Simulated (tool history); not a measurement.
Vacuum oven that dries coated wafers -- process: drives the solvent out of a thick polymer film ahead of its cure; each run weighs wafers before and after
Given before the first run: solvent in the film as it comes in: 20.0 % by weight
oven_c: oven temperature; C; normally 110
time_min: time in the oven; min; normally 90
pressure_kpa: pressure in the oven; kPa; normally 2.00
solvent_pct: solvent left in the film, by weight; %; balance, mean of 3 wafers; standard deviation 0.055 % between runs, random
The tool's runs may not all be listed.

run,hour,oven_c,time_min,pressure_kpa,solvent_pct
1,0.0,110,90,2.00,2.25
2,13.5,110,90,2.00,2.15
3,29.3,110,90,2.00,2.16
4,41.0,110,90,2.00,2.25
5,55.3,110,73,2.00,2.94
6,62.8,108,90,2.00,2.53
7,73.9,108,57,2.00,4.31
8,86.8,108,57,2.00,4.29
9,98.2,107,90,2.00,2.72
10,107.4,107,90,2.00,2.68
11,120.2,107,90,2.00,2.59
12,134.7,121,90,2.00,1.16
13,146.1,121,90,2.00,1.16
14,152.7,121,90,2.00,1.08
15,165.8,121,90,2.00,1.20
16,174.7,125,54,2.00,1.74
17,190.4,98,90,2.00,4.42
18,201.5,110,140,1.37,1.07
19,211.6,103,62,6.60,8.18
20,225.4,125,50,2.78,2.24
21,236.3,120,71,1.56,1.36
22,248.6,120,71,1.56,1.43
23,256.7,120,71,1.56,1.42
24,265.6,120,71,1.56,1.42
25,279.5,107,46,2.00,5.83
26,288.6,107,45,1.64,5.62
27,296.1,108,56,1.64,4.30

Alternative continuations, all from the tool just after run 27; predict every row:
A,309.8,113,79,2.69,?
B,309.8,106,134,1.64,?
C,309.8,97,90,2.00,?
D,309.8,100,73,1.12,?

run,solvent_pct
A,2.49
B,1.52
C,4.74
D,4.35
Take away the tool's hidden state, keep each run's random variation, and the runs would have read:
run,solvent_pct
A,2.50
B,1.52
C,4.75
D,4.36
